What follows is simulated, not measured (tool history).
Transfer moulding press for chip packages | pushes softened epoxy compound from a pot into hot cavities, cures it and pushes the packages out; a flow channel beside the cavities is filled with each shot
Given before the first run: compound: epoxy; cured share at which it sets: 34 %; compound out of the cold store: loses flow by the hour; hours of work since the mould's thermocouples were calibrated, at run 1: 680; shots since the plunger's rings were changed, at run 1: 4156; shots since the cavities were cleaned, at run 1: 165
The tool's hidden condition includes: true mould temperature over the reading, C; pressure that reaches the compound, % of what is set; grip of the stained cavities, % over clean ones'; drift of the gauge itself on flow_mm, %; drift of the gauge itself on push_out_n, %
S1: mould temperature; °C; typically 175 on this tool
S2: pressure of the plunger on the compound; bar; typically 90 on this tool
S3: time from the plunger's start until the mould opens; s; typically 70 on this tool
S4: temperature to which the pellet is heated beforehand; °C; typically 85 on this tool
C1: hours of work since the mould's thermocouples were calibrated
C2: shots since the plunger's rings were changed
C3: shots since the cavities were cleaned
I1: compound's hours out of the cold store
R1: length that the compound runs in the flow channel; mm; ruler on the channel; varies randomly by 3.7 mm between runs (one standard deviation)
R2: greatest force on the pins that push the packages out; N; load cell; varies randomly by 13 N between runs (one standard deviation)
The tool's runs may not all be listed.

Run 1, hour 0: usual settings; C1 680; C2 4156; C3 165; I1 31.4. Result: R1 647 mm, R2 884 N.
At hour 62.5: cavities cleaned with cleaning compound and waxed.
Run 2, hour 66.4: usual settings but S2 97.5 bar; C1 722; C2 5210; C3 64; I1 28.5. Result: R1 671 mm, R2 707 N.
At hour 100: mould's thermocouples calibrated.
Run 3, hour 105.4: usual settings but S2 97.5 bar; C1 4; C2 5811; C3 665; I1 29.7. Result: R1 671 mm, R2 1255 N.
At hour 136.7: cavities cleaned with cleaning compound and waxed.
Run 4, hour 151.8: usual settings but S2 97.5 bar; C1 33; C2 6540; C3 244; I1 12.5. Result: R1 716 mm, R2 1057 N.
At hour 183.9: plunger's sealing rings changed.
At hour 213.4: cavities cleaned with cleaning compound and waxed.
Run 5, hour 221.8: usual settings but S2 97.5 bar, S3 73 s; C1 76; C2 592; C3 137; I1 46.3. Result: R1 646 mm, R2 783 N.
Run 6, hour 260.5: usual settings but S2 97.5 bar, S3 73 s; C1 101; C2 1220; C3 765; I1 11. Result: R1 763 mm, R2 1212 N.
At hour 287: cavities cleaned with cleaning compound and waxed.
Run 7, hour 293.3: usual settings but S2 97.5 bar, S3 73 s; C1 121; C2 1729; C3 102; I1 37.6. Result: R1 672 mm, R2 720 N.
Run 8, hour 330.9: usual settings; C1 146; C2 2340; C3 713; I1 11.8. Result: R1 726 mm, R2 1293 N.
At hour 360: cavities cleaned with cleaning compound and waxed.
Run 9, hour 369.4: usual settings; C1 170; C2 2942; C3 154; I1 18.3. Result: R1 696 mm, R2 917 N.
Run 10, hour 402.7: usual settings; C1 191; C2 3483; C3 695; I1 12.5. Result: R1 714 mm, R2 1250 N.
At hour 435.1: cavities cleaned with cleaning compound and waxed.
Run 11, hour 470.8: usual settings but S4 91 °C; C1 235; C2 4563; C3 579; I1 26.8. Result: R1 661 mm, R2 1189 N.
At hour 507.8: cavities cleaned with cleaning compound and waxed.
Run 12, hour 532.2: usual settings but S4 92 °C; C1 274; C2 5537; C3 397; I1 34.2. Result: R1 629 mm, R2 1057 N.
At hour 582.7: cavities cleaned with cleaning compound and waxed.
Run 13, hour 600.9: usual settings but S2 79.5 bar; C1 317; C2 6628; C3 296; I1 35.9. Result: R1 575 mm, R2 1025 N.
At hour 628.5: plunger's sealing rings changed.
Run 14, hour 654.9: usual settings but S2 79.5 bar; C1 351; C2 429; C3 1133; I1 10.2. Result: R1 708 mm, R2 1306 N.
At hour 660.4: cavities cleaned with cleaning compound and waxed.
Run 15, hour 694.8: usual settings but S1 173 °C, S2 81 bar, S3 83 s, S4 84 °C; C1 376; C2 1052; C3 559; I1 31.2. Result: R1 641 mm, R2 926 N.
At hour 733.8: cavities cleaned with cleaning compound and waxed.
Run 16, hour 742.3: usual settings but S1 173 °C, S2 81 bar, S3 100 s, S4 94 °C; C1 406; C2 1801; C3 140; I1 30.8. Result: R1 630 mm, R2 591 N.
At hour 806.4: cavities cleaned with cleaning compound and waxed.
Run 17, hour 808.7: usual settings but S1 173 °C, S2 81 bar, S3 100 s, S4 94 °C; C1 448; C2 2854; C3 37; I1 9.1. Result: R1 691 mm, R2 495 N.
Run 18, hour 841.1: usual settings but S2 105.1 bar; C1 469; C2 3381; C3 564; I1 23.3. Result: R1 730 mm, R2 1187 N.
At hour 880.3: cavities cleaned with cleaning compound and waxed.
Run 19, hour 880.3: usual settings but S2 105.1 bar; C1 494; C2 3993; C3 0; I1 40.2. Result: R1 681 mm, R2 596 N.
Run 20, hour 949.4: usual settings but S1 171 °C, S2 94.9 bar, S3 74 s; C1 539; C2 5115; C3 1122; I1 40.9. Result: R1 635 mm, R2 1381 N.
At hour 954.8: cavities cleaned with cleaning compound and waxed.
Run 21, hour 1009.3: usual settings but S1 171 °C, S2 94.9 bar, S3 74 s; C1 577; C2 6064; C3 884; I1 19.8. Result: R1 696 mm, R2 1390 N.
At hour 1029.6: cavities cleaned with cleaning compound and waxed.
At hour 1073.1: plunger's sealing rings changed.
Run 22, hour 1074.8: usual settings but S1 171 °C, S2 94.9 bar, S3 74 s, S4 93 °C; C1 617; C2 27; C3 693; I1 41.4. Result: R1 672 mm, R2 1314 N.
At hour 1107.5: cavities cleaned with cleaning compound and waxed.
Run 23, hour 1128: usual settings but S1 178 °C, S2 100.5 bar, S3 74 s, S4 93 °C; C1 650; C2 867; C3 332; I1 38. Result: R1 682 mm, R2 775 N.
Run 24, hour 1160: usual settings but S1 177 °C, S2 100.5 bar, S3 56 s, S4 81 °C; C1 671; C2 1387; C3 852; I1 46.8. Result: R1 659 mm, R2 1672 N.
At hour 1184.8: cavities cleaned with cleaning compound and waxed.
Run 25, hour 1201.7: usual settings but S1 177 °C, S2 100.5 bar, S3 56 s, S4 81 °C; C1 697; C2 2039; C3 274; I1 43.3. Result: R1 664 mm, R2 1325 N.
Run 26, hour 1235.3: usual settings but S1 178 °C, S2 73 bar, S3 54 s; C1 719; C2 2586; C3 821; I1 16.6. Result: R1 629 mm, R2 1811 N.
At hour 1257.3: cavities cleaned with cleaning compound and waxed.
At hour 1278.1: mould's thermocouples calibrated.
Run 27, hour 1280.6: usual settings but S1 171 °C, S2 70.3 bar, S3 54 s, S4 78 °C; C1 2; C2 3265; C3 347; I1 10.4. Result: R1 649 mm, R2 2741 N.

Below, each run's measurement less what the same run would have read without the hidden state. Both values contain the same run-to-run variation, but the gauge's scatter may not be the same in both:
run   R1     R2
  1  -34   +241
  2  -45    +68
  3  -47   +599
  4  -58   +371
  5   -6   +207
  6  -12   +588
  7  -15   +147
  8  -21   +612
  9  -26   +251
 10  -31   +584
 11  -38   +546
 12  -45   +442
 13  -51   +387
 14   -7   +630
 15  -11   +416
 16  -16   +163
 17  -27    +57
 18  -34   +520
 19  -37    -31
 20  -45   +648
 21  -57   +630
 22   -4   +575
 23  -11   +308
 24  -15   +758
 25  -20   +398
 26  -22   +803
 27  -25  +1137

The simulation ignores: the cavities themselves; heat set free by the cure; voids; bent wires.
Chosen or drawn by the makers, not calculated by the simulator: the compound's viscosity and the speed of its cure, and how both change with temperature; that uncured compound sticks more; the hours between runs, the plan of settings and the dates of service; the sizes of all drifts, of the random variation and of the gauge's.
